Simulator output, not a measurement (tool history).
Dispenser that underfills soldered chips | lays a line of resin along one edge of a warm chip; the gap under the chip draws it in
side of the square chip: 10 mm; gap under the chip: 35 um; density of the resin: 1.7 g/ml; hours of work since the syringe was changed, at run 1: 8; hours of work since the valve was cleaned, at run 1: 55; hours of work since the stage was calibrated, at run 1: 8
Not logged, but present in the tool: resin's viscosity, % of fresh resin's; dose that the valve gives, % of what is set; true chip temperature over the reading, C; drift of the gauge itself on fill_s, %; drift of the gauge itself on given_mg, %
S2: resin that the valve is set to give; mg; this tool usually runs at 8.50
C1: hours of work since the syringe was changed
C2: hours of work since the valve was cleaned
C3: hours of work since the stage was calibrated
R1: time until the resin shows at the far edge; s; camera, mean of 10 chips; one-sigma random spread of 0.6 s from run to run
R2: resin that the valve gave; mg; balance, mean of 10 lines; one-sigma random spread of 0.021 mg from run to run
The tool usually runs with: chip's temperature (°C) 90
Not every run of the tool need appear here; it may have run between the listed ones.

run 1 day=0.000 | chip's_temperature_(°C)=90 S2=8.50 | C1=8 C2=55 C3=8 | R1=105.1 R2=8.34
run 2 day=0.100 | chip's_temperature_(°C)=90 S2=8.50 | C1=10 C2=56 C3=10 | R1=122.2 R2=8.30
-- day=0.212 new syringe of resin
-- day=0.271 dispensing valve cleaned and set on the balance
run 3 day=0.375 | chip's_temperature_(°C)=90 S2=8.50 | C1=2 C2=2 C3=13 | R1=60.9 R2=8.49
run 4 day=0.546 | chip's_temperature_(°C)=90 S2=8.50 | C1=4 C2=4 C3=16 | R1=77.0 R2=8.47
run 5 day=0.650 | chip's_temperature_(°C)=90 S2=8.50 | C1=6 C2=6 C3=17 | R1=87.8 R2=8.48
run 6 day=0.754 | chip's_temperature_(°C)=90 S2=8.50 | C1=8 C2=7 C3=19 | R1=102.2 R2=8.49
-- day=0.979 new syringe of resin
run 7 day=0.983 | chip's_temperature_(°C)=90 S2=8.50 | C1=0 C2=11 C3=22 | R1=52.9 R2=8.47
run 8 day=1.121 | chip's_temperature_(°C)=90 S2=8.50 | C1=2 C2=13 C3=24 | R1=63.2 R2=8.47
run 9 day=1.242 | chip's_temperature_(°C)=90 S2=8.50 | C1=4 C2=15 C3=26 | R1=75.3 R2=8.46
run 10 day=1.371 | chip's_temperature_(°C)=99 S2=8.50 | C1=6 C2=17 C3=28 | R1=59.7 R2=8.43
run 11 day=1.512 | chip's_temperature_(°C)=90 S2=8.50 | C1=8 C2=19 C3=30 | R1=106.4 R2=8.48
run 12 day=1.654 | chip's_temperature_(°C)=90 S2=8.50 | C1=10 C2=21 C3=32 | R1=132.4 R2=8.46
-- day=1.717 new syringe of resin
run 13 day=1.792 | chip's_temperature_(°C)=90 S2=10.88 | C1=1 C2=23 C3=34 | R1=55.2 R2=10.76
run 14 day=2.017 | chip's_temperature_(°C)=90 S2=8.50 | C1=5 C2=26 C3=38 | R1=77.4 R2=8.40
run 15 day=2.217 | chip's_temperature_(°C)=90 S2=8.50 | C1=8 C2=29 C3=41 | R1=101.1 R2=8.41
run 16 day=2.371 | chip's_temperature_(°C)=90 S2=8.50 | C1=10 C2=32 C3=43 | R1=122.2 R2=8.43
-- day=2.450 new syringe of resin
run 17 day=2.483 | chip's_temperature_(°C)=85 S2=8.50 | C1=1 C2=33 C3=45 | R1=70.0 R2=8.39
run 18 day=2.696 | chip's_temperature_(°C)=85 S2=8.50 | C1=4 C2=37 C3=48 | R1=93.4 R2=8.37
run 19 day=2.804 | chip's_temperature_(°C)=76 S2=8.50 | C1=5 C2=38 C3=50 | R1=161.6 R2=8.36
run 20 day=2.992 | chip's_temperature_(°C)=76 S2=8.50 | C1=8 C2=41 C3=52 | R1=208.5 R2=8.34
run 21 day=3.142 | chip's_temperature_(°C)=91 S2=8.50 | C1=11 C2=43 C3=55 | R1=127.7 R2=8.32
-- day=3.192 new syringe of resin
run 22 day=3.275 | chip's_temperature_(°C)=91 S2=8.50 | C1=1 C2=45 C3=57 | R1=55.8 R2=8.35
run 23 day=3.438 | chip's_temperature_(°C)=85 S2=10.04 | C1=4 C2=48 C3=59 | R1=87.6 R2=9.84
run 24 day=3.608 | chip's_temperature_(°C)=85 S2=10.04 | C1=6 C2=50 C3=62 | R1=111.6 R2=9.84
run 25 day=3.704 | chip's_temperature_(°C)=98 S2=7.30 | C1=8 C2=52 C3=63 | R1=75.2 R2=7.14
run 26 day=3.829 | chip's_temperature_(°C)=85 S2=7.43 | C1=10 C2=54 C3=65 | R1=157.1 R2=7.25
-- day=3.925 new syringe of resin
run 27 day=4.000 | chip's_temperature_(°C)=89 S2=8.54 | C1=1 C2=56 C3=67 | R1=60.7 R2=8.34
-- day=4.158 dispensing valve cleaned and set on the balance
run 28 day=4.158 | chip's_temperature_(°C)=75 S2=9.47 | C1=3 C2=0 C3=69 | R1=130.3 R2=9.48
run 29 day=4.358 | chip's_temperature_(°C)=75 S2=9.47 | C1=6 C2=3 C3=72 | R1=169.6 R2=9.46
run 30 day=4.488 | chip's_temperature_(°C)=85 S2=8.00 | C1=8 C2=5 C3=74 | R1=132.7 R2=8.00
run 31 day=4.650 | chip's_temperature_(°C)=84 S2=9.04 | C1=10 C2=8 C3=77 | R1=167.3 R2=8.99
-- day=4.700 new syringe of resin
run 32 day=4.842 | chip's_temperature_(°C)=105 S2=10.78 | C1=2 C2=10 C3=80 | R1=32.2 R2=10.70
run 33 day=5.046 | chip's_temperature_(°C)=85 S2=9.50 | C1=5 C2=13 C3=83 | R1=100.8 R2=9.48
run 34 day=5.246 | chip's_temperature_(°C)=96 S2=7.37 | C1=8 C2=16 C3=86 | R1=84.3 R2=7.29
-- day=5.438 new syringe of resin
run 35 day=5.475 | chip's_temperature_(°C)=93 S2=8.50 | C1=1 C2=20 C3=89 | R1=48.3 R2=8.46
run 36 day=5.588 | chip's_temperature_(°C)=104 S2=8.09 | C1=2 C2=21 C3=91 | R1=35.3 R2=8.03

Here are 3 independent what-if runs from the current tool condition. What would each one return?
run A day=5.767 | chip's_temperature_(°C)=82 S2=8.09 | C1=5 C2=24 C3=93 | R1=? R2=?
run B day=5.767 | chip's_temperature_(°C)=90 S2=9.20 | C1=5 C2=24 C3=93 | R1=? R2=?
run C day=5.767 | chip's_temperature_(°C)=104 S2=7.85 | C1=5 C2=24 C3=93 | R1=? R2=?

run=A R1=113.8 R2=8.00
run=B R1=78.2 R2=9.10
run=C R1=44.3 R2=7.80
What these runs would have given with no unlogged condition in the tool:
run=A R1=75.8 R2=8.08
run=B R1=52.1 R2=9.19
run=C R1=29.5 R2=7.88
